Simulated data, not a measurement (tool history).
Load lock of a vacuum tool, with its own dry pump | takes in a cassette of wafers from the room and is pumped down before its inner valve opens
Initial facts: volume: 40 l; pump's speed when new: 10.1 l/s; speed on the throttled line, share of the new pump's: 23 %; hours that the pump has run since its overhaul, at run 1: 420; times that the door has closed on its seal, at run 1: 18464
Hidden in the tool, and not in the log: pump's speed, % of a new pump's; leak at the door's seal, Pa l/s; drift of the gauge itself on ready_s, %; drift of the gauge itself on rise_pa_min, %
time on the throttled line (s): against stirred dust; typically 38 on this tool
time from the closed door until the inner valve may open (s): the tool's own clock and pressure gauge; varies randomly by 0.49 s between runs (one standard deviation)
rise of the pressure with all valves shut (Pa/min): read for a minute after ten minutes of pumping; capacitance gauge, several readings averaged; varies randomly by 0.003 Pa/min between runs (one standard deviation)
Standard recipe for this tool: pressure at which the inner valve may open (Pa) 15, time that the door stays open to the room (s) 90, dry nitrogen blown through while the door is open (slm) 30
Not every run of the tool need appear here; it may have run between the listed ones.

run,day,time on the throttled line (s),pressure at which the inner valve may open (Pa),time that the door stays open to the room (s),dry nitrogen blown through while the door is open (slm),hours that the pump has run since its overhaul,times that the door has closed on its seal,"incoming humidity of the room's air, %",time from the closed door until the inner valve may open (s),rise of the pressure with all valves shut (Pa/min)
1,0.000,38,15,90,30,420,18464,44.8,63.7,0.162
2,9.125,38,15,90,30,639,19531,43.8,63.8,0.159
3,20.633,38,15,90,30,915,20877,45.5,64.4,0.177
4,34.908,38,15,90,30,1258,22547,45.1,63.6,0.203
5,47.171,38,15,90,30,1552,23982,47.4,64.0,0.219
6,54.608,38,15,90,30,1731,24852,45.5,64.0,0.223
7,61.846,38,15,90,30,1904,25699,46.8,65.8,0.227
8,72.142,38,15,90,30,2151,26903,43.8,64.2,0.238
9,83.958,38,15,90,6,2435,28285,43.6,64.3,0.269
10,93.638,38,15,90,6,2667,29417,43.8,65.1,0.289
11,103.696,38,15,90,30,2909,30594,44.7,64.9,0.279
12,114.762,38,15,90,30,3174,31888,44.1,64.6,0.305
13,129.992,38,15,90,30,3540,33670,47.3,64.4,0.326
14,139.054,38,28,90,30,3757,34730,47.0,62.2,0.338
15,145.825,38,28,90,30,3920,35523,43.1,62.1,0.353
16,160.562,38,28,90,30,4273,37246,44.8,62.1,0.384
17,170.692,38,28,90,30,4517,38432,41.9,62.9,0.400
18,183.521,38,15,90,30,4824,39932,43.2,65.4,0.433
19,190.646,38,15,90,30,4995,40766,44.3,66.2,0.438
20,201.888,38,16,90,9,5265,42081,47.9,64.7,0.479
# day 204.562: door's seal changed, seat wiped
21,214.329,38,16,90,9,5562,1143,43.8,65.7,0.053
22,226.738,73,16,34,23,5860,2595,43.0,92.1,0.032
23,240.771,73,16,34,23,6197,4236,46.7,92.4,0.042

What does the tool deliver on the next run?
24,253.496,73,16,84,15,6502,5724,43.6,?,?

{"run 24": {"time from the closed door until the inner valve may open (s)": 90.8, "rise of the pressure with all valves shut (Pa/min)": 0.064}}
Without the tool's hidden state the same run would have given time from the closed door until the inner valve may open (s) 89.8, rise of the pressure with all valves shut (Pa/min) 0.040.

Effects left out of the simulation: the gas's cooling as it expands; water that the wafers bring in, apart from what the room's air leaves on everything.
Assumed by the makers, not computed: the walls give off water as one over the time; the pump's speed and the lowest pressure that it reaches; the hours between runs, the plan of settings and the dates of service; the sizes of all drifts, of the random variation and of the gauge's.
